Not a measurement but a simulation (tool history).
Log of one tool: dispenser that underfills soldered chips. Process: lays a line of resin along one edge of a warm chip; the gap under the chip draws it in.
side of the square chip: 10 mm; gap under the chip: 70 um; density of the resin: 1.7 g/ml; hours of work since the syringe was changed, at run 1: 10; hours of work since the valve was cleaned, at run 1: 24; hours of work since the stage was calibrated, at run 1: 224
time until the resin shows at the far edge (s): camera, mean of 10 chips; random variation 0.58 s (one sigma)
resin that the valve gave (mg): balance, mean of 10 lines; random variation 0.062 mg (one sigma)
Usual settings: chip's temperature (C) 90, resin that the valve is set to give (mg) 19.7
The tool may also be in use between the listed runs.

| run | day | chip's temperature (C) | resin that the valve is set to give (mg) | hours of work since the syringe was changed | hours of work since the valve was cleaned | hours of work since the stage was calibrated | time until the resin shows at the far edge (s) | resin that the valve gave (mg) |
|---|---|---|---|---|---|---|---|---|
| 1 | 0 | 90 | 19.7 | 10 | 24 | 224 | 93.2 | 19.37 |
|  | 0.096 | new syringe of resin |
| 2 | 0.475 | 90 | 19.7 | 6 | 31 | 230 | 69.9 | 19.43 |
| 3 | 0.767 | 90 | 19.7 | 10 | 35 | 235 | 91.7 | 19.33 |
|  | 0.892 | new syringe of resin |
| 4 | 1.033 | 90 | 16.8 | 2 | 39 | 238 | 57.5 | 16.4 |
| 5 | 1.258 | 90 | 16.8 | 5 | 42 | 242 | 72.9 | 16.42 |
| 6 | 1.546 | 90 | 16.8 | 10 | 46 | 246 | 92.5 | 16.49 |
|  | 1.671 | new syringe of resin |
| 7 | 1.946 | 94 | 19.8 | 4 | 52 | 252 | 58.5 | 19.26 |
| 8 | 2.388 | 90 | 22.1 | 11 | 59 | 258 | 93.9 | 21.52 |

Run 9 comes next. What will it give?
|  | 2.479 | new syringe of resin |
| 9 | 2.825 | 99 | 21.5 | 5 | 65 | 264 | ? | ? |

time until the resin shows at the far edge (s): 54.6
resin that the valve gave (mg): 20.76
Without the tool's hidden state the same run would have given time until the resin shows at the far edge (s) 38.2, resin that the valve gave (mg) 21.45.
